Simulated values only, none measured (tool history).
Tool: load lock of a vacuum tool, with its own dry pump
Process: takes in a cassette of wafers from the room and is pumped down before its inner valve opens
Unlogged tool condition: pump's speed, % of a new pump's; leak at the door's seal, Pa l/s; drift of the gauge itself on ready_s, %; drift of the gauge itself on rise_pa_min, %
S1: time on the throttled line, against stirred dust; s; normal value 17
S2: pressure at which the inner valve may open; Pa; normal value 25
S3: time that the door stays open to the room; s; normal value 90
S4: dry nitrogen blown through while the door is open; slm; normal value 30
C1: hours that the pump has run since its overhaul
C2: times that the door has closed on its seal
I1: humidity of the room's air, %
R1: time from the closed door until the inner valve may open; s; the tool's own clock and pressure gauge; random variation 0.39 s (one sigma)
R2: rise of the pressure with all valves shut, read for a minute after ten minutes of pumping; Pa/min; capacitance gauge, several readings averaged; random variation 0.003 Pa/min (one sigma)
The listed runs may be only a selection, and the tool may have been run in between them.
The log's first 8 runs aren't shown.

{"run": 9, "hour": 1522.2, "S1": 17, "S2": 25, "S3": 90, "S4": 25, "C1": 17479, "C2": 11509, "I1": 43.4, "R1": 40.3, "R2": 0.046}
{"run": 10, "hour": 1645.9, "S1": 17, "S2": 25, "S3": 90, "S4": 8, "C1": 17603, "C2": 11799, "I1": 43.7, "R1": 40.5, "R2": 0.064}
{"run": 11, "hour": 1830.4, "S1": 17, "S2": 25, "S3": 98, "S4": 8, "C1": 17787, "C2": 12231, "I1": 42.6, "R1": 40.6, "R2": 0.075}
{"run": 12, "hour": 1955.3, "S1": 17, "S2": 25, "S3": 98, "S4": 8, "C1": 17912, "C2": 12524, "I1": 46.1, "R1": 40.1, "R2": 0.073}
{"run": 13, "hour": 2128.1, "S1": 27, "S2": 25, "S3": 90, "S4": 30, "C1": 18085, "C2": 12930, "I1": 46.1, "R1": 47.2, "R2": 0.049}
{"run": 14, "hour": 2327.0, "S1": 27, "S2": 25, "S3": 90, "S4": 30, "C1": 18284, "C2": 13396, "I1": 45, "R1": 46.9, "R2": 0.047}
{"run": 15, "hour": 2541.8, "S1": 27, "S2": 25, "S3": 90, "S4": 30, "C1": 18499, "C2": 13900, "I1": 47, "R1": 47.5, "R2": 0.049}
{"run": 16, "hour": 2779.7, "S1": 27, "S2": 25, "S3": 90, "S4": 30, "C1": 18736, "C2": 14458, "I1": 44.2, "R1": 47.1, "R2": 0.046}
{"run": 17, "hour": 2979.9, "S1": 27, "S2": 25, "S3": 90, "S4": 30, "C1": 18937, "C2": 14928, "I1": 43.5, "R1": 46.5, "R2": 0.048}
{"run": 18, "hour": 3117.9, "S1": 17, "S2": 25, "S3": 95, "S4": 30, "C1": 19075, "C2": 15251, "I1": 43.6, "R1": 39.9, "R2": 0.047}
{"run": 19, "hour": 3360.6, "S1": 17, "S2": 25, "S3": 95, "S4": 30, "C1": 19317, "C2": 15820, "I1": 46.8, "R1": 40.2, "R2": 0.049}
{"run": 20, "hour": 3496.8, "S1": 17, "S2": 24, "S3": 51, "S4": 30, "C1": 19454, "C2": 16140, "I1": 45.2, "R1": 41, "R2": 0.031}
{"run": 21, "hour": 3659.8, "S1": 31, "S2": 37, "S3": 51, "S4": 30, "C1": 19617, "C2": 16522, "I1": 46.8, "R1": 49, "R2": 0.035}
{"run": 22, "hour": 3798.0, "S1": 32, "S2": 20, "S3": 90, "S4": 30, "C1": 19755, "C2": 16846, "I1": 41.6, "R1": 51.6, "R2": 0.043}
{"run": 23, "hour": 3975.1, "S1": 9, "S2": 25, "S3": 90, "S4": 22, "C1": 19932, "C2": 17262, "I1": 46.6, "R1": 34.3, "R2": 0.05}
{"run": 24, "hour": 4172.3, "S1": 9, "S2": 25, "S3": 90, "S4": 22, "C1": 20129, "C2": 17724, "I1": 44.5, "R1": 34.4, "R2": 0.054}
{"run": 25, "hour": 4342.2, "S1": 9, "S2": 31, "S3": 216, "S4": 22, "C1": 20299, "C2": 18123, "I1": 45.2, "R1": 33.5, "R2": 0.096}
{"run": 26, "hour": 4489.6, "S1": 17, "S2": 21, "S3": 90, "S4": 30, "C1": 20446, "C2": 18468, "I1": 47.1, "R1": 41.1, "R2": 0.045}
{"run": 27, "hour": 4615.6, "S1": 17, "S2": 20, "S3": 90, "S4": 30, "C1": 20572, "C2": 18764, "I1": 42.3, "R1": 41.5, "R2": 0.04}
{"run": 28, "hour": 4738.6, "S1": 17, "S2": 49, "S3": 165, "S4": 40, "C1": 20695, "C2": 19052, "I1": 41.8, "R1": 37.6, "R2": 0.055}
{"run": 29, "hour": 5012.0, "S1": 18, "S2": 26, "S3": 118, "S4": 6, "C1": 20969, "C2": 19694, "I1": 44.9, "R1": 41.3, "R2": 0.081}
{"run": 30, "hour": 5289.6, "S1": 18, "S2": 26, "S3": 118, "S4": 6, "C1": 21246, "C2": 20345, "I1": 44, "R1": 40.8, "R2": 0.083}

Forecast run 31:
{"run": 31, "hour": 5494.0, "S1": 18, "S2": 48, "S3": 57, "S4": 19, "C1": 21451, "C2": 20824, "I1": 44, "R1": "?", "R2": "?"}

R1: 38.5 s
R2: 0.04 Pa/min
Without the tool's hidden state the same run would have given R1 38.5 s, R2 0.04 Pa/min.

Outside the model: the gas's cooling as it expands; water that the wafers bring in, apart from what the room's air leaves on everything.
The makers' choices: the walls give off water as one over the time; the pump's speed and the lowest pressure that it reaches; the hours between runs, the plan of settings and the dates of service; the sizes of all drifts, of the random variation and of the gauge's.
